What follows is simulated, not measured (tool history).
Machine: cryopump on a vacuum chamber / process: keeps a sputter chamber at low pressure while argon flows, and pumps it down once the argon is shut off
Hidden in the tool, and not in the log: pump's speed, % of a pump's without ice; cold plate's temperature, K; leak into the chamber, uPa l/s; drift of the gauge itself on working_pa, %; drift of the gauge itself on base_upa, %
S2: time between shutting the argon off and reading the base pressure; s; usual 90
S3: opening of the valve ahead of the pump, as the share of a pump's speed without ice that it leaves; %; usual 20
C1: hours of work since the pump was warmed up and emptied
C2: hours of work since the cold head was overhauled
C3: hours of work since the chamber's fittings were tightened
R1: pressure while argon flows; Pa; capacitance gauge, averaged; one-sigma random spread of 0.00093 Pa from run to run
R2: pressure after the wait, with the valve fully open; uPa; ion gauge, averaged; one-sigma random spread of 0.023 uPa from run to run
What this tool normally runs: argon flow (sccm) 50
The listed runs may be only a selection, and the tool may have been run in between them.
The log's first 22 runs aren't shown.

run 23 day=49.092 | argon_flow_(sccm)=69 S2=250 S3=26 | C1=188 C2=1924 C3=2532 | R1=0.2119 R2=2.17
run 24 day=50.992 | argon_flow_(sccm)=27 S2=46 S3=28 | C1=221 C2=1957 C3=2565 | R1=0.0783 R2=3.12
run 25 day=52.762 | argon_flow_(sccm)=20 S2=230 S3=28 | C1=252 C2=1988 C3=2596 | R1=0.0577 R2=2.22
run 26 day=54.308 | argon_flow_(sccm)=50 S2=184 S3=20 | C1=279 C2=2015 C3=2623 | R1=0.2021 R2=2.33
run 27 day=56.929 | argon_flow_(sccm)=32 S2=42 S3=20 | C1=325 C2=2060 C3=2668 | R1=0.1286 R2=3.42
-- day=57.85 leaking fittings of the chamber tightened, without venting
run 28 day=59.158 | argon_flow_(sccm)=32 S2=42 S3=20 | C1=362 C2=2098 C3=23 | R1=0.129 R2=1.39
run 29 day=61.912 | argon_flow_(sccm)=32 S2=42 S3=20 | C1=410 C2=2146 C3=71 | R1=0.1296 R2=1.46
run 30 day=64.721 | argon_flow_(sccm)=32 S2=42 S3=45 | C1=459 C2=2195 C3=120 | R1=0.0597 R2=1.52
run 31 day=67.608 | argon_flow_(sccm)=32 S2=42 S3=45 | C1=509 C2=2245 C3=170 | R1=0.0607 R2=1.49
run 32 day=70.517 | argon_flow_(sccm)=32 S2=42 S3=45 | C1=560 C2=2296 C3=221 | R1=0.0613 R2=1.58
-- day=71.725 pump warmed up, emptied and cooled again
run 33 day=72.904 | argon_flow_(sccm)=32 S2=42 S3=45 | C1=21 C2=2333 C3=259 | R1=0.0564 R2=1.56
run 34 day=74.546 | argon_flow_(sccm)=65 S2=23 S3=19 | C1=49 C2=2362 C3=287 | R1=0.2698 R2=2.52

3 options for the next run, each taken on its own from the tool as it stands now. Forecast them:
run A day=76.088 | argon_flow_(sccm)=62 S2=37 S3=33 | C1=76 C2=2389 C3=314 | R1=? R2=?
run B day=76.088 | argon_flow_(sccm)=65 S2=83 S3=19 | C1=76 C2=2389 C3=314 | R1=? R2=?
run C day=76.088 | argon_flow_(sccm)=75 S2=21 S3=21 | C1=76 C2=2389 C3=314 | R1=? R2=?

run=A R1=0.1493 R2=1.72
run=B R1=0.2712 R2=0.94
run=C R1=0.2857 R2=2.82
Stripped of hidden state, with their random variation kept, the same runs would have yielded:
run=A R1=0.1476 R2=1.5
run=B R1=0.2694 R2=0.73
run=C R1=0.2836 R2=2.6
